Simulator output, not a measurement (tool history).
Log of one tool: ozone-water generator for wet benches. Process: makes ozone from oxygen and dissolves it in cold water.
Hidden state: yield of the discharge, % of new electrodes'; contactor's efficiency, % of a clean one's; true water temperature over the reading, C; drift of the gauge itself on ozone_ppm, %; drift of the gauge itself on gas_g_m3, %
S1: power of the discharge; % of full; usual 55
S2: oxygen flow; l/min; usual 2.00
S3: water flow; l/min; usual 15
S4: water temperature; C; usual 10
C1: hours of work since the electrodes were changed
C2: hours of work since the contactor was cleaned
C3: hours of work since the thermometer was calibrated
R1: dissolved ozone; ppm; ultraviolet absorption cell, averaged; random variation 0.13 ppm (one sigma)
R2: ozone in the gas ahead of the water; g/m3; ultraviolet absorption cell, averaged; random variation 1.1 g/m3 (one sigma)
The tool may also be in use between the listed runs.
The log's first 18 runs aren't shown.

Run 19, hour 1008.8: usual settings but S2 2.71 l/min; C1 3113; C2 7457; C3 2719. Result: R1 15.7 ppm, R2 185.6 g/m3.
Run 20, hour 1044.3: usual settings but S2 2.71 l/min; C1 3143; C2 7487; C3 2749. Result: R1 15.8 ppm, R2 185.8 g/m3.
Run 21, hour 1117.0: usual settings but S1 94 % of full, S3 13 l/min; C1 3204; C2 7549; C3 2810. Result: R1 21.7 ppm, R2 273.5 g/m3.
Run 22, hour 1160.8: usual settings but S2 1.31 l/min, S4 5 C; C1 3241; C2 7586; C3 2847. Result: R1 11.5 ppm, R2 231.3 g/m3.
Run 23, hour 1237.6: usual settings but S1 56 % of full, S2 1.31 l/min, S4 7 C; C1 3306; C2 7651; C3 2912. Result: R1 11.6 ppm, R2 232.3 g/m3.
Run 24, hour 1293.2: usual settings but S1 63 % of full, S3 17 l/min, S4 5 C; C1 3353; C2 7698; C3 2959. Result: R1 13.5 ppm, R2 216.9 g/m3.
Run 25, hour 1330.1: usual settings but S1 70 % of full; C1 3384; C2 7729; C3 2990. Result: R1 16.0 ppm, R2 231.7 g/m3.
Run 26, hour 1389.7: usual settings but S1 70 % of full; C1 3435; C2 7780; C3 3041. Result: R1 15.9 ppm, R2 229.0 g/m3.
Run 27, hour 1421.9: usual settings but S4 11 C; C1 3462; C2 7807; C3 3068. Result: R1 13.7 ppm, R2 200.6 g/m3.
Run 28, hour 1468.6: usual settings but S2 1.34 l/min, S3 17 l/min, S4 11 C; C1 3501; C2 7846; C3 3107. Result: R1 10.1 ppm, R2 227.4 g/m3.
Run 29, hour 1529.3: usual settings but S2 1.34 l/min, S3 17 l/min, S4 11 C; C1 3553; C2 7898; C3 3159. Result: R1 10.0 ppm, R2 225.1 g/m3.
Run 30, hour 1581.2: usual settings but S2 1.34 l/min, S3 9 l/min, S4 11 C; C1 3597; C2 7942; C3 3203. Result: R1 19.4 ppm, R2 228.6 g/m3.
Run 31, hour 1660.5: usual settings but S2 1.34 l/min, S3 9 l/min, S4 11 C; C1 3664; C2 8009; C3 3270. Result: R1 19.1 ppm, R2 225.0 g/m3.
Run 32, hour 1732.0: usual settings but S1 82 % of full, S4 13 C; C1 3724; C2 8069; C3 3330. Result: R1 17.0 ppm, R2 247.6 g/m3.
Run 33, hour 1809.2: usual settings but S1 82 % of full, S4 13 C; C1 3789; C2 8134; C3 3395. Result: R1 17.0 ppm, R2 248.5 g/m3.
Run 34, hour 1844.7: usual settings but S1 83 % of full, S4 6 C; C1 3819; C2 8164; C3 3426. Result: R1 17.9 ppm, R2 247.6 g/m3.

Forecast each of these 3 alternatives for the next run:
At hour 1868.9: gauge calibrated.
Run A, hour 1902.4: usual settings but S1 41 % of full, S3 13 l/min, S4 14 C; C1 3868; C2 8213; C3 3474. Result: R1 ?, R2 ?.
At hour 1868.9: gauge calibrated.
Run B, hour 1902.4: usual settings but S1 83 % of full, S2 3.35 l/min, S3 17 l/min, S4 7 C; C1 3868; C2 8213; C3 3474. Result: R1 ?, R2 ?.
At hour 1868.9: gauge calibrated.
Run C, hour 1902.4: usual settings but S1 46 % of full, S3 23 l/min; C1 3868; C2 8213; C3 3474. Result: R1 ?, R2 ?.

run    R1     R2
  A  13.1  173.7
  B  19.4  221.3
  C   7.9  186.2
Without the tool's hidden state the same runs would have given:
run    R1     R2
  A  13.1  174.1
  B  19.5  221.9
  C   7.9  186.6
